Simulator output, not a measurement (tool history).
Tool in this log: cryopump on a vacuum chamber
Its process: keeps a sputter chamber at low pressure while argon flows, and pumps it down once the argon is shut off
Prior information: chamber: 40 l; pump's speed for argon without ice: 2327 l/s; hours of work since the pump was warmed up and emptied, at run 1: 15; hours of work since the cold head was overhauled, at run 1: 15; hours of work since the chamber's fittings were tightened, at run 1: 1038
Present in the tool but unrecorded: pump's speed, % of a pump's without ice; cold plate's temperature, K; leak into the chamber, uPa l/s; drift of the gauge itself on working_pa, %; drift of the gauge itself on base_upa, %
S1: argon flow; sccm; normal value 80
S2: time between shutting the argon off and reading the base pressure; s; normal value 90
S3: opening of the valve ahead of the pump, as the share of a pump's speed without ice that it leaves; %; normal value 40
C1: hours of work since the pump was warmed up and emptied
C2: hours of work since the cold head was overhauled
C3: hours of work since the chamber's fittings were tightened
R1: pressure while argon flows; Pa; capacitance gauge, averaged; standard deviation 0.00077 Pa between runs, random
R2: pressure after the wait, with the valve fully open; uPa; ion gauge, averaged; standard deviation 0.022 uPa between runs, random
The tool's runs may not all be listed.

Run 1, hour 0: usual settings; C1 15; C2 15; C3 1038. Result: R1 0.1485 Pa, R2 1.53 uPa.
Run 2, hour 31.7: usual settings; C1 33; C2 33; C3 1056. Result: R1 0.1469 Pa, R2 1.54 uPa.
Run 3, hour 54.3: usual settings but S1 42 sccm; C1 45; C2 45; C3 1068. Result: R1 0.0776 Pa, R2 1.54 uPa.
Run 4, hour 83.4: usual settings but S1 42 sccm; C1 61; C2 61; C3 1084. Result: R1 0.0787 Pa, R2 1.64 uPa.
Run 5, hour 101.4: usual settings but S1 42 sccm; C1 71; C2 71; C3 1094. Result: R1 0.078 Pa, R2 1.58 uPa.
Run 6, hour 129.8: usual settings but S1 42 sccm; C1 87; C2 87; C3 1110. Result: R1 0.0792 Pa, R2 1.6 uPa.
Run 7, hour 145: usual settings but S1 81 sccm; C1 95; C2 95; C3 1118. Result: R1 0.1524 Pa, R2 1.69 uPa.
Run 8, hour 166: usual settings but S2 50 s; C1 107; C2 107; C3 1130. Result: R1 0.1509 Pa, R2 2.08 uPa.
Run 9, hour 180.5: usual settings but S1 53 sccm; C1 115; C2 115; C3 1138. Result: R1 0.1 Pa, R2 1.73 uPa.
Run 10, hour 203.5: usual settings but S1 53 sccm; C1 128; C2 128; C3 1151. Result: R1 0.1027 Pa, R2 1.71 uPa.
Run 11, hour 219: usual settings but S1 53 sccm; C1 136; C2 136; C3 1159. Result: R1 0.1027 Pa, R2 1.74 uPa.
Run 12, hour 250.3: usual settings but S1 53 sccm; C1 154; C2 154; C3 1176. Result: R1 0.1029 Pa, R2 1.79 uPa.
Run 13, hour 269.2: usual settings but S1 53 sccm; C1 164; C2 164; C3 1187. Result: R1 0.1025 Pa, R2 1.73 uPa.
Run 14, hour 298.7: usual settings but S1 53 sccm; C1 180; C2 180; C3 1203. Result: R1 0.102 Pa, R2 1.81 uPa.
Run 15, hour 328.2: usual settings; C1 197; C2 197; C3 1219. Result: R1 0.1561 Pa, R2 1.84 uPa.
Run 16, hour 363.1: usual settings; C1 216; C2 216; C3 1239. Result: R1 0.1572 Pa, R2 1.83 uPa.

Run 17 is up next; what results do you expect?
Run 17, hour 392.5: usual settings but S1 50 sccm; C1 232; C2 232; C3 1255. Result: R1 ?, R2 ?.

R1: 0.0991 Pa
R2: 1.98 uPa
Take away the tool's hidden state, keep the run-to-run variation as it was, and the same run would have given R1 0.0906 Pa, R2 0.7 uPa.

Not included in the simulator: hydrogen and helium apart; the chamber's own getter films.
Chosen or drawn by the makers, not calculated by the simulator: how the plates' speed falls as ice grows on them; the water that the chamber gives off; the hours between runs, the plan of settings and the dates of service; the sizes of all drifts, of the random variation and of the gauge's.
